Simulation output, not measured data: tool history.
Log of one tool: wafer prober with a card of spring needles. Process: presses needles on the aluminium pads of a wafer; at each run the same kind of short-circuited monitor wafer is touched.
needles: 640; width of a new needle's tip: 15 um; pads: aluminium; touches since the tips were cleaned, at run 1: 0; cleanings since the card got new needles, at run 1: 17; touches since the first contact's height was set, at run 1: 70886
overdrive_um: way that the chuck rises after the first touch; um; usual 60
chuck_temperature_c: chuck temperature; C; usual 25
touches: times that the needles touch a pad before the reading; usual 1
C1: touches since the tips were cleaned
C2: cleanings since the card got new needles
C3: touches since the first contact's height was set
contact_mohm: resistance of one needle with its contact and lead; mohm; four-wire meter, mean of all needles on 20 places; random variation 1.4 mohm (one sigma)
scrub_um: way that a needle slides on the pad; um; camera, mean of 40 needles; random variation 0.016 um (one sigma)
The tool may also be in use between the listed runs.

{"run": 1, "hour": 0.0, "overdrive_um": 60, "chuck_temperature_c": 25, "touches": 1, "C1": 0, "C2": 17, "C3": 70886, "contact_mohm": 135, "scrub_um": 14.9}
{"hour": 1.6, "done": "height of the first contact set anew"}
{"hour": 7.0, "done": "tips cleaned on abrasive film"}
{"hour": 13.6, "done": "tips cleaned on abrasive film"}
{"hour": 20.3, "done": "tips cleaned on abrasive film"}
{"run": 2, "hour": 21.7, "overdrive_um": 60, "chuck_temperature_c": 68, "touches": 1, "C1": 970, "C2": 20, "C3": 13169, "contact_mohm": 147, "scrub_um": 14.79}
{"hour": 25.8, "done": "tips cleaned on abrasive film"}
{"hour": 32.4, "done": "tips cleaned on abrasive film"}
{"hour": 39.1, "done": "tips cleaned on abrasive film"}
{"run": 3, "hour": 41.6, "overdrive_um": 60, "chuck_temperature_c": 68, "touches": 1, "C1": 1711, "C2": 23, "C3": 26222, "contact_mohm": 154, "scrub_um": 14.73}
{"hour": 45.7, "done": "tips cleaned on abrasive film"}
{"hour": 52.3, "done": "tips cleaned on abrasive film"}
{"run": 4, "hour": 57.5, "overdrive_um": 60, "chuck_temperature_c": 25, "touches": 1, "C1": 3431, "C2": 25, "C3": 36627, "contact_mohm": 158, "scrub_um": 14.72}
{"hour": 58.9, "done": "tips cleaned on abrasive film"}
{"hour": 64.3, "done": "tips cleaned on abrasive film"}
{"hour": 70.8, "done": "tips cleaned on abrasive film"}
{"hour": 77.5, "done": "tips cleaned on abrasive film"}
{"run": 5, "hour": 82.2, "overdrive_um": 60, "chuck_temperature_c": 25, "touches": 1, "C1": 3120, "C2": 29, "C3": 52790, "contact_mohm": 159, "scrub_um": 14.66}
{"hour": 83.6, "done": "tips cleaned on abrasive film"}
{"hour": 90.3, "done": "tips cleaned on abrasive film"}
{"run": 6, "hour": 94.8, "overdrive_um": 43, "chuck_temperature_c": 25, "touches": 1, "C1": 3012, "C2": 31, "C3": 61042, "contact_mohm": 183, "scrub_um": 10.35}
{"hour": 96.2, "done": "tips cleaned on abrasive film"}
{"hour": 97.8, "done": "height of the first contact set anew, once more"}
{"hour": 103.2, "done": "tips cleaned on abrasive film"}
{"hour": 109.8, "done": "tips cleaned on abrasive film"}
{"run": 7, "hour": 113.2, "overdrive_um": 51, "chuck_temperature_c": 89, "touches": 1, "C1": 2259, "C2": 34, "C3": 10118, "contact_mohm": 164, "scrub_um": 12.81}
{"hour": 116.0, "done": "tips cleaned on abrasive film"}
{"hour": 122.6, "done": "tips cleaned on abrasive film"}
{"hour": 129.2, "done": "tips cleaned on abrasive film"}
{"hour": 134.6, "done": "tips cleaned on abrasive film"}
{"run": 8, "hour": 139.4, "overdrive_um": 51, "chuck_temperature_c": 89, "touches": 1, "C1": 3177, "C2": 38, "C3": 27214, "contact_mohm": 174, "scrub_um": 12.74}
{"hour": 140.8, "done": "tips cleaned on abrasive film"}
{"hour": 147.4, "done": "tips cleaned on abrasive film"}
{"hour": 154.0, "done": "tips cleaned on abrasive film"}
{"hour": 160.7, "done": "tips cleaned on abrasive film"}
{"run": 9, "hour": 162.4, "overdrive_um": 46, "chuck_temperature_c": 32, "touches": 1, "C1": 1155, "C2": 42, "C3": 42272, "contact_mohm": 155, "scrub_um": 11.45}
{"hour": 166.4, "done": "tips cleaned on abrasive film"}
{"hour": 173.1, "done": "tips cleaned on abrasive film"}
{"run": 10, "hour": 175.7, "overdrive_um": 65, "chuck_temperature_c": 25, "touches": 1, "C1": 1706, "C2": 44, "C3": 50963, "contact_mohm": 147, "scrub_um": 16.23}
{"hour": 179.6, "done": "tips cleaned on abrasive film"}
{"hour": 186.3, "done": "tips cleaned on abrasive film"}
{"hour": 191.6, "done": "tips cleaned on abrasive film"}
{"hour": 198.3, "done": "tips cleaned on abrasive film"}
{"run": 11, "hour": 202.0, "overdrive_um": 47, "chuck_temperature_c": 44, "touches": 1, "C1": 2434, "C2": 48, "C3": 68190, "contact_mohm": 166, "scrub_um": 11.62}

Hidden state or all else? Some run-to-run changes of contact_mohm, split into what the settings, what came in and random variation would give without the hidden state, and what is left for the hidden state (with any gauge scatter that isn't in both results):
The hidden state here: debris on the tips, nm; way that the needles fall short of the set height, um; tips' diameter, um; drift of the gauge itself on contact_mohm, %; drift of the gauge itself on scrub_um, %.
Run 5 -> 6: overdrive_um 60 -> 43, tips cleaned on abrasive film, tips cleaned on abrasive film. contact_mohm +24 mohm: hidden state +19, all else +5.
Run 6 -> 7: overdrive_um 43 -> 51, chuck_temperature_c 25 -> 89, tips cleaned on abrasive film, height of the first contact set anew, once more, tips cleaned on abrasive film, tips cleaned on abrasive film. contact_mohm -19 mohm: hidden state -25, all else +6.

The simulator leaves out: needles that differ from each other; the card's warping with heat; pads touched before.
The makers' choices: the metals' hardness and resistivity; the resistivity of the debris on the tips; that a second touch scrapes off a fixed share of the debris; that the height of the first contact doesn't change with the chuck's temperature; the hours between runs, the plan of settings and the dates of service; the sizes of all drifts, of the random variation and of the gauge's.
